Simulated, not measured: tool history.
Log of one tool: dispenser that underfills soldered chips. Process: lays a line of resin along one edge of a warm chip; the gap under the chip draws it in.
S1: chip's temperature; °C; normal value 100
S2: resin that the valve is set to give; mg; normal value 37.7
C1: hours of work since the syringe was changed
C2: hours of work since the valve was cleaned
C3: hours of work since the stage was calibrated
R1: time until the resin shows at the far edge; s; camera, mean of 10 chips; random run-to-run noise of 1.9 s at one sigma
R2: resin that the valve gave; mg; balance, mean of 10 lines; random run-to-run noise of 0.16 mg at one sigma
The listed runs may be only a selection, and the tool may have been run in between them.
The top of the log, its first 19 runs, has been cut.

run   hour   S1    S2  C1  C2   C3     R1     R2
 20  100.4  110  33.8   5  27  181  168.8     33
 21  103.9  110  33.8   8  30  184  182.1  32.88
     108.5  -- new syringe of resin
 22  108.8  110  33.8   0  33  188  141.3  32.73
 23  114.8  114  38.8   5  38  192  140.6  37.34
 24  118.4  111  38.8   8  40  195    169   37.5
     123.5  -- new syringe of resin
     124.5  -- dispensing valve cleaned and set on the balance
 25  124.6  106  45.5   0   0  199  147.1  45.54
 26  129.2  107  41.9   4   4  202  163.5  41.91
 27  135.5  112  43.6   9   9  207  163.3  43.24
     139.4  -- new syringe of resin
 28  142.7  114  42.5   3  14  213  121.4  41.76
 29  148.9  114  42.5   7  19  217  147.7  41.81
     154.3  -- new syringe of resin
 30  156.7   98  44.2   2  24  223  205.3  43.39
 31  162.5   98  44.2   6  29  228  235.6  43.35
 32  166.9   92  41.6  10  32  231  334.7  40.86
     169.3  -- new syringe of resin
 33  173.2  100  44.3   3  37  236  198.1  42.86
 34    178  112  45.5   7  41  239  151.9  43.99
 35  182.2   99  32.8  10  44  243  276.9  31.46
     183.9  -- dispensing valve cleaned and set on the balance
     185.5  -- new syringe of resin
 36  190.4   99  32.8   4   5  248    224  32.73

Predict each of these 3 candidate next runs independently; none follows another, all start after run 36:
  A  196.3  99  46.4   8   9  253   ?   ?
  B  196.3  98  34.9   8   9  253   ?   ?
  C  196.3  87  46.1   8   9  253   ?   ?

run     R1     R2
  A  250.4  46.07
  B  270.8  34.76
  C  371.4  45.49
With the hidden condition removed and each run's random variation left untouched, the same runs would have given:
run     R1     R2
  A  193.1  46.37
  B  208.5  34.99
  C  287.4  45.78
